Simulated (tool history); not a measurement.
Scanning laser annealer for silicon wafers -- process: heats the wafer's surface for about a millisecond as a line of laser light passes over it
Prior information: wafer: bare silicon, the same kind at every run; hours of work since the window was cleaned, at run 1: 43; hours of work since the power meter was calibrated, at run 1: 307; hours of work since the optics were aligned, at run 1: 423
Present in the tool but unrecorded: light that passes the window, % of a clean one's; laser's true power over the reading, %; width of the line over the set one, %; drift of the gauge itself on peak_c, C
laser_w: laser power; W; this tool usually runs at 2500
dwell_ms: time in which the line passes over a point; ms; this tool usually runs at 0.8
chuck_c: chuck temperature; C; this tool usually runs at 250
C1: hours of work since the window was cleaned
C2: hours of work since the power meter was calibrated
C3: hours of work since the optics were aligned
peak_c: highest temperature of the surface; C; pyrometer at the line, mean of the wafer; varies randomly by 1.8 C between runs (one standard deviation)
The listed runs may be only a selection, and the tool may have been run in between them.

Run 1, hour 0: usual settings; C1 43; C2 307; C3 423. Result: peak_c 1030 C.
Run 2, hour 18.3: usual settings; C1 53; C2 317; C3 433. Result: peak_c 1028 C.
Run 3, hour 34.3: usual settings; C1 62; C2 326; C3 442. Result: peak_c 1030 C.
Run 4, hour 54.1: usual settings but laser_w 2145 W; C1 73; C2 337; C3 453. Result: peak_c 922 C.
Run 5, hour 73.4: usual settings but laser_w 2220 W; C1 83; C2 347; C3 463. Result: peak_c 939 C.
Run 6, hour 90.8: usual settings but laser_w 2220 W; C1 93; C2 357; C3 473. Result: peak_c 941 C.
Run 7, hour 109.7: usual settings but laser_w 2551 W; C1 103; C2 367; C3 483. Result: peak_c 1044 C.
Run 8, hour 126.3: usual settings but laser_w 2551 W; C1 112; C2 376; C3 492. Result: peak_c 1043 C.
Run 9, hour 135.7: usual settings; C1 117; C2 382; C3 497. Result: peak_c 1027 C.
Run 10, hour 153.8: usual settings but laser_w 2627 W; C1 127; C2 391; C3 507. Result: peak_c 1066 C.
Run 11, hour 167.5: usual settings but chuck_c 254 C; C1 135; C2 399; C3 515. Result: peak_c 1029 C.
Run 12, hour 181.9: usual settings but chuck_c 254 C; C1 142; C2 407; C3 523. Result: peak_c 1032 C.
Run 13, hour 191.6: usual settings but chuck_c 254 C; C1 148; C2 412; C3 528. Result: peak_c 1033 C.
Run 14, hour 203.2: usual settings but chuck_c 254 C; C1 154; C2 418; C3 534. Result: peak_c 1026 C.
Run 15, hour 212.6: usual settings but chuck_c 254 C; C1 159; C2 424; C3 539. Result: peak_c 1031 C.
Run 16, hour 228.3: usual settings but chuck_c 254 C; C1 168; C2 432; C3 548. Result: peak_c 1029 C.
Run 17, hour 237.6: usual settings; C1 173; C2 437; C3 553. Result: peak_c 1024 C.
Run 18, hour 256.7: usual settings; C1 183; C2 448; C3 564. Result: peak_c 1026 C.
Run 19, hour 269.2: usual settings but chuck_c 255 C; C1 190; C2 454; C3 570. Result: peak_c 1026 C.
Run 20, hour 280.2: usual settings but chuck_c 255 C; C1 196; C2 460; C3 576. Result: peak_c 1028 C.
Run 21, hour 295.3: usual settings but laser_w 2218 W, dwell_ms 0.682 ms, chuck_c 256 C; C1 204; C2 469; C3 585. Result: peak_c 891 C.
At hour 302: optics aligned, line set to its width.
Run 22, hour 309.4: usual settings but laser_w 2218 W, dwell_ms 0.682 ms, chuck_c 256 C; C1 209; C2 474; C3 4. Result: peak_c 886 C.
Run 23, hour 322.1: usual settings but laser_w 2274 W, chuck_c 265 C; C1 216; C2 481; C3 11. Result: peak_c 970 C.
Run 24, hour 332.1: usual settings but laser_w 2128 W, dwell_ms 0.603 ms, chuck_c 238 C; C1 222; C2 486; C3 16. Result: peak_c 809 C.
At hour 341.2: optics aligned, line set to its width, once more.
Run 25, hour 345.7: usual settings but chuck_c 225 C; C1 226; C2 491; C3 2. Result: peak_c 997 C.
Run 26, hour 363.4: usual settings but laser_w 2646 W; C1 236; C2 500; C3 12. Result: peak_c 1068 C.
Run 27, hour 381.2: usual settings but laser_w 2662 W, dwell_ms 0.63 ms; C1 246; C2 510; C3 22. Result: peak_c 980 C.
Run 28, hour 395.9: usual settings but laser_w 2467 W, chuck_c 270 C; C1 254; C2 518; C3 30. Result: peak_c 1032 C.
Run 29, hour 410.5: usual settings but laser_w 2467 W, chuck_c 270 C; C1 262; C2 526; C3 38. Result: peak_c 1036 C.
Run 30, hour 421.8: usual settings but laser_w 2467 W, chuck_c 270 C; C1 268; C2 532; C3 44. Result: peak_c 1034 C.
Run 31, hour 436.1: usual settings but laser_w 2650 W, dwell_ms 0.695 ms, chuck_c 233 C; C1 276; C2 540; C3 52. Result: peak_c 993 C.
Run 32, hour 451: usual settings but laser_w 2621 W, dwell_ms 0.904 ms, chuck_c 242 C; C1 284; C2 548; C3 60. Result: peak_c 1098 C.
Run 33, hour 470.7: usual settings but laser_w 2740 W, chuck_c 233 C; C1 295; C2 559; C3 71. Result: peak_c 1079 C.
Run 34, hour 487.7: usual settings but laser_w 2219 W, chuck_c 265 C; C1 304; C2 568; C3 80. Result: peak_c 949 C.
Run 35, hour 502.9: usual settings but laser_w 2442 W, dwell_ms 0.827 ms, chuck_c 251 C; C1 312; C2 577; C3 88. Result: peak_c 1019 C.
Run 36, hour 521.2: usual settings but laser_w 2442 W, dwell_ms 0.666 ms, chuck_c 251 C; C1 322; C2 587; C3 98. Result: peak_c 937 C.
Run 37, hour 533.9: usual settings but laser_w 2607 W, dwell_ms 0.666 ms, chuck_c 228 C; C1 329; C2 594; C3 105. Result: peak_c 961 C.
Run 38, hour 542.6: usual settings but laser_w 2237 W, dwell_ms 0.808 ms; C1 334; C2 598; C3 110. Result: peak_c 946 C.
Run 39, hour 562.2: usual settings but laser_w 2584 W, dwell_ms 0.817 ms, chuck_c 228 C; C1 345; C2 609; C3 121. Result: peak_c 1031 C.
Run 40, hour 573.1: usual settings but laser_w 2349 W; C1 351; C2 615; C3 127. Result: peak_c 973 C.

Alternative continuations, all from the tool just after run 40; predict every row:
Run A, hour 584.9: usual settings but dwell_ms 0.789 ms; C1 357; C2 621; C3 133. Result: peak_c ?.
Run B, hour 584.9: usual settings but laser_w 2665 W; C1 357; C2 621; C3 133. Result: peak_c ?.
Run C, hour 584.9: usual settings but dwell_ms 0.796 ms; C1 357; C2 621; C3 133. Result: peak_c ?.
Run D, hour 584.9: usual settings but laser_w 2164 W, dwell_ms 0.919 ms, chuck_c 238 C; C1 357; C2 621; C3 133. Result: peak_c ?.

run  peak_c
  A    1014
  B    1069
  C    1014
  D     950
Take away the tool's hidden state, keep each run's random variation, and the runs would have read:
run  peak_c
  A    1032
  B    1088
  C    1033
  D     967
